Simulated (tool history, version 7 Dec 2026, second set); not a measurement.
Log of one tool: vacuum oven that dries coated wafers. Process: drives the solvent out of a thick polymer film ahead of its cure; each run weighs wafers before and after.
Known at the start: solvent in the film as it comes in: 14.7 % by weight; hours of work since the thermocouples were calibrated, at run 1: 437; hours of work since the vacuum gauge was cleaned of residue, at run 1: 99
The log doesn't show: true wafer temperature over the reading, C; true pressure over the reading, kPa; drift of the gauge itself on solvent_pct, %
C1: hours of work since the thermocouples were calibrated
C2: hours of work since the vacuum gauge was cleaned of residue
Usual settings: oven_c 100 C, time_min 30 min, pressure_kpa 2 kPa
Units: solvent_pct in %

run 1 hour=0 | oven_c=100 time_min=30 pressure_kpa=2 | C1=437 C2=99 | solvent_pct=3.96
run 2 hour=13.2 | oven_c=100 time_min=30 pressure_kpa=2 | C1=446 C2=108 | solvent_pct=3.96
run 3 hour=27.3 | oven_c=113 time_min=30 pressure_kpa=2 | C1=455 C2=117 | solvent_pct=2.14
run 4 hour=42.5 | oven_c=113 time_min=30 pressure_kpa=2 | C1=466 C2=128 | solvent_pct=2.11
run 5 hour=51.7 | oven_c=113 time_min=45 pressure_kpa=2 | C1=472 C2=134 | solvent_pct=1.79
run 6 hour=66.3 | oven_c=100 time_min=30 pressure_kpa=2 | C1=481 C2=144 | solvent_pct=4.03
run 7 hour=80.9 | oven_c=100 time_min=24 pressure_kpa=2 | C1=491 C2=153 | solvent_pct=4.6
run 8 hour=97.1 | oven_c=100 time_min=30 pressure_kpa=6.88 | C1=502 C2=164 | solvent_pct=10.12
run 9 hour=113.3 | oven_c=113 time_min=30 pressure_kpa=2 | C1=513 C2=175 | solvent_pct=2.2
run 10 hour=124.3 | oven_c=113 time_min=30 pressure_kpa=2 | C1=520 C2=183 | solvent_pct=2.11
run 11 hour=142.7 | oven_c=113 time_min=30 pressure_kpa=2 | C1=533 C2=195 | solvent_pct=2.09
run 12 hour=159.7 | oven_c=113 time_min=30 pressure_kpa=2 | C1=544 C2=206 | solvent_pct=2.17
run 13 hour=171.7 | oven_c=113 time_min=30 pressure_kpa=2 | C1=552 C2=214 | solvent_pct=2.14
run 14 hour=182.7 | oven_c=100 time_min=30 pressure_kpa=1.51 | C1=560 C2=222 | solvent_pct=3.41
run 15 hour=198.3 | oven_c=100 time_min=27 pressure_kpa=1.51 | C1=570 C2=232 | solvent_pct=3.63
run 16 hour=209.5 | oven_c=100 time_min=30 pressure_kpa=2 | C1=578 C2=240 | solvent_pct=3.91
run 17 hour=221.1 | oven_c=100 time_min=30 pressure_kpa=2 | C1=585 C2=247 | solvent_pct=4.02
run 18 hour=231.5 | oven_c=100 time_min=34 pressure_kpa=2 | C1=592 C2=254 | solvent_pct=3.84
run 19 hour=243.9 | oven_c=100 time_min=34 pressure_kpa=2 | C1=601 C2=263 | solvent_pct=3.7
-- hour=250.8 oven's thermocouples calibrated
run 20 hour=261.9 | oven_c=104 time_min=30 pressure_kpa=2 | C1=7 C2=274 | solvent_pct=3.33
run 21 hour=272.8 | oven_c=104 time_min=30 pressure_kpa=2 | C1=15 C2=281 | solvent_pct=3.32
run 22 hour=282.9 | oven_c=104 time_min=30 pressure_kpa=2 | C1=22 C2=288 | solvent_pct=3.28
run 23 hour=292.9 | oven_c=104 time_min=30 pressure_kpa=2 | C1=28 C2=294 | solvent_pct=3.31
run 24 hour=302.6 | oven_c=104 time_min=30 pressure_kpa=2 | C1=35 C2=301 | solvent_pct=3.3
run 25 hour=318.6 | oven_c=99 time_min=30 pressure_kpa=1.05 | C1=45 C2=312 | solvent_pct=2.89
run 26 hour=336.5 | oven_c=99 time_min=30 pressure_kpa=1.05 | C1=57 C2=324 | solvent_pct=2.95
run 27 hour=356.8 | oven_c=100 time_min=31 pressure_kpa=2.41 | C1=71 C2=337 | solvent_pct=4.42
run 28 hour=373.4 | oven_c=100 time_min=25 pressure_kpa=2 | C1=82 C2=348 | solvent_pct=4.44
run 29 hour=389.6 | oven_c=100 time_min=25 pressure_kpa=2 | C1=93 C2=359 | solvent_pct=4.57
run 30 hour=401.4 | oven_c=98 time_min=15 pressure_kpa=2.65 | C1=101 C2=367 | solvent_pct=7.29
run 31 hour=411.4 | oven_c=100 time_min=27 pressure_kpa=2 | C1=108 C2=374 | solvent_pct=4.25
run 32 hour=424.1 | oven_c=104 time_min=22 pressure_kpa=2.04 | C1=116 C2=382 | solvent_pct=4.27
run 33 hour=434.7 | oven_c=109 time_min=48 pressure_kpa=2.04 | C1=123 C2=389 | solvent_pct=2.11
run 34 hour=454.9 | oven_c=100 time_min=26 pressure_kpa=2.09 | C1=137 C2=403 | solvent_pct=4.44
run 35 hour=474 | oven_c=100 time_min=26 pressure_kpa=2.09 | C1=150 C2=416 | solvent_pct=4.5
run 36 hour=493.8 | oven_c=100 time_min=33 pressure_kpa=1.2 | C1=163 C2=429 | solvent_pct=2.74
run 37 hour=514.4 | oven_c=112 time_min=25 pressure_kpa=4.94 | C1=177 C2=443 | solvent_pct=5.06
run 38 hour=532.8 | oven_c=112 time_min=25 pressure_kpa=4.94 | C1=189 C2=455 | solvent_pct=5.11
run 39 hour=543 | oven_c=112 time_min=25 pressure_kpa=4.94 | C1=196 C2=462 | solvent_pct=5
run 40 hour=554.1 | oven_c=85 time_min=26 pressure_kpa=2 | C1=203 C2=470 | solvent_pct=7.81
run 41 hour=571.2 | oven_c=85 time_min=26 pressure_kpa=2 | C1=215 C2=481 | solvent_pct=7.81
run 42 hour=588.2 | oven_c=94 time_min=16 pressure_kpa=7.49 | C1=226 C2=492 | solvent_pct=13.49
run 43 hour=596.8 | oven_c=94 time_min=16 pressure_kpa=7.49 | C1=232 C2=498 | solvent_pct=13.42
run 44 hour=610.5 | oven_c=94 time_min=16 pressure_kpa=7.49 | C1=241 C2=507 | solvent_pct=13.45
run 45 hour=629.7 | oven_c=88 time_min=21 pressure_kpa=4.03 | C1=254 C2=520 | solvent_pct=10.61
run 46 hour=640.1 | oven_c=87 time_min=43 pressure_kpa=5.69 | C1=261 C2=527 | solvent_pct=12.93

5 ways to go on from here, each from the tool as it stands after run 46. What would each give?
run A hour=652.4 | oven_c=87 time_min=43 pressure_kpa=1.42 | C1=269 C2=536 | solvent_pct=?
run B hour=652.4 | oven_c=108 time_min=39 pressure_kpa=1.37 | C1=269 C2=536 | solvent_pct=?
run C hour=652.4 | oven_c=87 time_min=23 pressure_kpa=5.69 | C1=269 C2=536 | solvent_pct=?
run D hour=652.4 | oven_c=93 time_min=46 pressure_kpa=5.69 | C1=269 C2=536 | solvent_pct=?
run E hour=652.4 | oven_c=97 time_min=23 pressure_kpa=7.88 | C1=269 C2=536 | solvent_pct=?

run=A solvent_pct=4.77
run=B solvent_pct=1.68
run=C solvent_pct=13.61
run=D solvent_pct=10.56
run=E solvent_pct=12.77
Without the tool's hidden state the same runs would have given:
run=A solvent_pct=4.76
run=B solvent_pct=1.67
run=C solvent_pct=13.62
run=D solvent_pct=10.57
run=E solvent_pct=12.78

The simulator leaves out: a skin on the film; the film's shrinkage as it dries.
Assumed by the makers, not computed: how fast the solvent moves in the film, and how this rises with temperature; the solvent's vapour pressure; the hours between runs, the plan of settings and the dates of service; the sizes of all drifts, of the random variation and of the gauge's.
